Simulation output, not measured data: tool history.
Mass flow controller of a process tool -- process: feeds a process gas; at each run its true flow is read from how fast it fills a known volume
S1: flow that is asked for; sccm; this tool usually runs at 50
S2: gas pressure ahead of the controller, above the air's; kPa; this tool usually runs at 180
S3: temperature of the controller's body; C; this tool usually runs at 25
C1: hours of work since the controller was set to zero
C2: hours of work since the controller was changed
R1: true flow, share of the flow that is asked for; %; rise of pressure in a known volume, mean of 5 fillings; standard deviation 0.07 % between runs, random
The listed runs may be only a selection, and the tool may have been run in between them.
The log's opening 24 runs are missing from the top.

run     hour  S1   S2  S3    C1     C2      R1
 25  10125.8  19  180  40  5560  13402  105.23
 26  10550.7  39  141  34  5789  13631  103.44
 27  11033.6  14  180  28  6049  13890  105.46
 28  11517.4  10  172  25  6309  14151  107.28
 29  11798.8  10  172  25  6461  14302  107.51
     11856.4  -- controller exchanged for a calibrated one
 30  12319.7  50  152  33   249    249  100.33
 31  12823.2  50  229  32   520    520   99.79
 32  13365.7  50  229  32   812    812   99.85
 33  13909.5  50  161  25  1105   1105   99.63
 34  14509.0  61  197  33  1428   1428  100.47
 35  15064.6  61  197  33  1727   1727  100.74
 36  15431.5  50  174  29  1925   1925  100.21
 37  15921.1  50  180  31  2188   2188  100.44
 38  16347.3  50  180  26  2418   2418  100.04
 39  16865.1  10  253  38  2696   2696  102.54
 40  17125.4  86  154  38  2836   2836  102.32
 41  17519.8  17  154  38  3049   3049  102.41

Below are 3 alternative next runs, each starting from the tool's condition after run 41. Predict each:
  A  17972.3  50  151  25  3292  3292   ?
  B  17972.3  31  231  30  3292  3292   ?
  C  17972.3  64  208  38  3292  3292   ?

run      R1
  A  100.30
  B  100.45
  C  101.47
With the hidden condition removed and each run's random variation left untouched, the same runs would have given:
run      R1
  A   99.34
  B   99.07
  C  100.66
